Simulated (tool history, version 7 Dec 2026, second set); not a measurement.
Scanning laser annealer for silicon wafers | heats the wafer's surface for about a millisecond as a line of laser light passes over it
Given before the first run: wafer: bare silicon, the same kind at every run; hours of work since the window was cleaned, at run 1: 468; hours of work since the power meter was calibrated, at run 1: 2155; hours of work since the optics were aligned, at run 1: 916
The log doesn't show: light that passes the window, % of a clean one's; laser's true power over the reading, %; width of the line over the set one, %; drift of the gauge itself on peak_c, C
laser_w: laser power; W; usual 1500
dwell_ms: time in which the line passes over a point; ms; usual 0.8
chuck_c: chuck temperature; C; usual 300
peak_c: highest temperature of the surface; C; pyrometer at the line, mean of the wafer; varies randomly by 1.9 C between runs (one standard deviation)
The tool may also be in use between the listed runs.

run,hour,laser_w,dwell_ms,chuck_c,hours of work since the window was cleaned,hours of work since the power meter was calibrated,hours of work since the optics were aligned,peak_c
1,0,1500,0.8,300,468,2155,916,1128
2,33.8,1500,0.8,300,495,2182,943,1125
3,83.1,1500,0.8,300,534,2221,982,1122
4,141.1,1500,0.597,300,580,2267,1029,1024
5,205.3,1500,0.8,263,632,2319,1080,1081
6,258.6,1500,0.8,300,674,2361,1123,1117
7,306.3,1554,0.8,300,712,2400,1161,1154
# hour 341.9: optics aligned, line set to its width
8,377.2,1500,0.859,300,765,2452,28,1174
9,448.5,1500,0.961,300,822,2509,85,1211
# hour 496.2: window over the wafer cleaned
10,525,1598,0.578,280,23,2569,145,1099
# hour 531.8: laser's power meter calibrated
11,558.8,1633,0.604,270,48,22,170,1148
12,604.8,1594,0.61,270,84,58,206,1126
13,638.6,1344,0.598,284,111,85,233,961
# hour 662.5: laser's power meter calibrated, once more
14,678.6,1344,0.598,284,141,13,263,920
15,725,1344,0.598,284,178,50,300,919
16,772,1344,0.754,334,216,88,338,1033
17,836,1500,0.753,332,267,139,389,1136

4 options for the next run, each taken on its own from the tool as it stands now. Forecast them:
A,883.6,1354,0.836,278,305,177,427,?
B,883.6,1496,0.82,332,305,177,427,?
C,883.6,1278,0.768,317,305,177,427,?
D,883.6,1500,0.663,300,305,177,427,?

run,peak_c
A,1008
B,1161
C,972
D,1059
The same runs, with their run-to-run variation unchanged, on a tool lacking any hidden condition would have given:
run,peak_c
A,1027
B,1182
C,989
D,1078
